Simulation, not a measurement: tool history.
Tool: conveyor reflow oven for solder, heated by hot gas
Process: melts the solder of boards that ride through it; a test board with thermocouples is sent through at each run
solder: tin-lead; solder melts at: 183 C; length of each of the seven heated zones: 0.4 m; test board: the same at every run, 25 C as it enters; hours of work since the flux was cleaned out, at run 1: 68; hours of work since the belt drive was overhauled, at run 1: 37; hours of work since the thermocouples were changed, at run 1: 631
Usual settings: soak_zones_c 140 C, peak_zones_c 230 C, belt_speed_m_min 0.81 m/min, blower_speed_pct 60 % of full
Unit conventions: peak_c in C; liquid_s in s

run	hour	soak_zones_c	peak_zones_c	belt_speed_m_min	blower_speed_pct	hours of work since the flux was cleaned out	hours of work since the belt drive was overhauled	hours of work since the thermocouples were changed	peak_c	liquid_s
1	0	140	230	0.81	60	68	37	631	211	40.1
2	30.7	140	230	0.81	60	87	56	651	210.8	39.9
3	65.2	140	230	0.81	60	109	78	673	211	40.3
4	113	145	230	0.81	60	140	109	703	212	42.5
5	172	142	230	0.81	60	177	146	741	211.3	40.8
# hour 210.8: flux residue cleaned out of gas plates and filters
6	230.1	140	230	0.81	57	12	180	775	210.7	39.5
7	279.4	140	230	0.81	57	44	212	806	210.7	39.8
8	327.9	140	230	0.81	60	75	243	837	211.8	40.5
9	370.7	140	230	0.81	60	102	270	864	211.5	40.5
10	403.4	140	230	0.81	60	123	291	885	212	40.6
11	449.7	140	230	0.81	60	152	320	915	211.5	40.7
12	496	140	230	0.81	60	182	350	944	211.4	40.8
# hour 525.8: flux residue cleaned out of gas plates and filters
13	530.1	149	230	0.81	60	3	368	963	214.2	45.7
14	557.8	149	230	0.81	60	20	386	980	214.2	45.5
15	602.9	149	230	0.81	64	49	415	1009	215.5	46.6
16	651.7	149	230	0.81	64	80	446	1040	215.4	46.3
17	680.9	149	230	0.81	64	99	465	1059	215.3	46.5
18	714.5	141	239	0.81	64	120	486	1080	221.1	47.5
# hour 743.6: thermocouples of zones 6 and 7 changed
19	760	141	239	0.687	64	148	514	10	224.3	58.7
20	804.8	141	239	0.687	64	177	542	39	224	58.8
# hour 843.7: flux residue cleaned out of gas plates and filters
21	866.5	141	225	0.762	63	14	578	75	209.5	43.1
22	907.6	140	222	0.819	61	41	605	101	204	34.5
23	933.4	134	222	0.819	61	57	621	118	202.7	31.6
24	970.4	140	230	0.81	75	81	645	141	215.1	44.2
25	1003.6	144	230	0.951	87	102	666	163	213.8	37.8
26	1031.6	140	239	0.871	89	120	684	180	223.7	45.9
27	1068	140	239	0.871	89	143	707	204	223.9	45.5

For run 28, what comes out?
28	1099.4	140	239	0.871	89	163	727	224	?	?

peak_c: 223.8 C
liquid_s: 45.6 s
On a tool with no hidden condition, and with the same random variation, this run would have come out at peak_c 224 C, liquid_s 45 s.
